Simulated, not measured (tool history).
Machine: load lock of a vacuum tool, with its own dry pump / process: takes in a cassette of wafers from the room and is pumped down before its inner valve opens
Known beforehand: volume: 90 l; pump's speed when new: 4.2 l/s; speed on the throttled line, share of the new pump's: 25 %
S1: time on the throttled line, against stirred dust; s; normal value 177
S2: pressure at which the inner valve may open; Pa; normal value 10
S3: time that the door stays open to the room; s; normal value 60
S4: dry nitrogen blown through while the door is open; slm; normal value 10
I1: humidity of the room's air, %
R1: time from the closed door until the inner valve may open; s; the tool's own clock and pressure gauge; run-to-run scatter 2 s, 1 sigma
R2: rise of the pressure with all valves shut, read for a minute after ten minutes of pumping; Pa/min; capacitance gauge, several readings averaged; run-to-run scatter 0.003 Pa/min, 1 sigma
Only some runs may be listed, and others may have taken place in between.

run    hour   S1  S2   S3  S4    I1     R1     R2
  1     0.0  177  10   60  10  43.0  371.3  0.399
  2   514.6  177  10   60  10  46.0  373.1  0.431
  3  1038.2  116  10   60  10  46.8  340.6  0.463
     1106.0  -- door's seal changed, seat wiped
     1682.7  -- dry pump taken out, an overhauled one fitted
  4  1682.7  116  10   60  10  47.1  284.2  0.047
  5  2054.4  103  10   60  10  45.9  277.3  0.053
  6  2403.1  103  10   60  10  48.1  278.5  0.053
  7  2939.6  103  10   64  10  45.9  282.0  0.061
  8  3319.7  241  14   60  10  44.8  377.9  0.062
  9  3701.0  241  14  171  10  43.9  380.8  0.094
 10  4313.9  241  14  171  10  48.9  381.3  0.118
 11  4764.5  241  14  171  10  45.8  387.1  0.117
 12  5228.2  241  14  171   6  44.3  383.4  0.130
 13  5866.5  162  14  171  31  44.9  330.5  0.128

What if the next run were any one of these 3? Each begins from the tool's condition after run 13:
  A  6467.8  132   8  171  31  45.0   ?   ?
  B  6467.8  177  10   60  29  44.5   ?   ?
  C  6467.8  126   7   90  10  49.1   ?   ?

run     R1     R2
  A  323.2  0.138
  B  354.7  0.128
  C  327.5  0.156
What these runs would have given with no unlogged condition in the tool:
run     R1     R2
  A  299.0  0.036
  B  332.9  0.024
  C  302.7  0.055
